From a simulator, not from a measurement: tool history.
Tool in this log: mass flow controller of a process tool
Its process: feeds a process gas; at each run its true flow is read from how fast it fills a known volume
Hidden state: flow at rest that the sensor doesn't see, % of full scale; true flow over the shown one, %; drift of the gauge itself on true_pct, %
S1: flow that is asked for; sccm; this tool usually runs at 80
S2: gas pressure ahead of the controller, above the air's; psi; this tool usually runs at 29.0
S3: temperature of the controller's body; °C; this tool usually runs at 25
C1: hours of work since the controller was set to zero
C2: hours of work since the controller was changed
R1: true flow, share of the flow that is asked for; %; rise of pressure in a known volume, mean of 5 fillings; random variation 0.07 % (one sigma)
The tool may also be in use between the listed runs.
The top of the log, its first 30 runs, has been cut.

run      day   S1    S2  S3    C1    C2     R1
 31  187.592   28  29.7  29  3903  3903  88.38
 32  196.179   28  29.7  29  4067  4067  87.91
 33  200.888   28  29.7  29  4156  4156  87.84
 34  204.929   28  29.7  29  4233  4233  87.51
 35  213.375   80  29.0  21  4394  4394  92.59
 36  218.954   80  29.0  21  4501  4501  92.46
     222.767  -- controller's zero set anew
 37  228.033   80  38.3  25   100  4673  95.18
 38  233.604   80  38.3  25   206  4779  95.25
 39  238.308   21  30.2  39   296  4869  94.56
 40  246.179   80  29.0  20   446  5019  94.55
 41  252.775   80  29.0  20   572  5145  94.31
 42  256.958   71  29.0  33   652  5224  95.02
 43  261.746  185  25.1  33   743  5316  96.98
 44  270.275  185  25.1  33   905  5478  96.96
 45  277.333   50  29.0  21  1040  5613  93.07
 46  282.900   79  29.0  21  1146  5719  93.66
 47  287.575   80  37.1  24  1235  5808  93.71

What if the next run were any one of these 4? Each begins from the tool's condition after run 47:
     288.296  -- controller exchanged for a calibrated one
  A  295.025  108  39.7  37  128  128   ?
     288.296  -- controller exchanged for a calibrated one
  B  295.025   80  35.4  24  128  128   ?
     288.296  -- controller exchanged for a calibrated one
  C  295.025   80  29.0  26  128  128   ?
     288.296  -- controller exchanged for a calibrated one
  D  295.025   24  33.9  29  128  128   ?

run     R1
  A  99.20
  B  97.85
  C  97.99
  D  97.10
With no hidden state in the tool, these same runs would have given:
run     R1
  A  99.21
  B  97.90
  C  98.03
  D  97.45
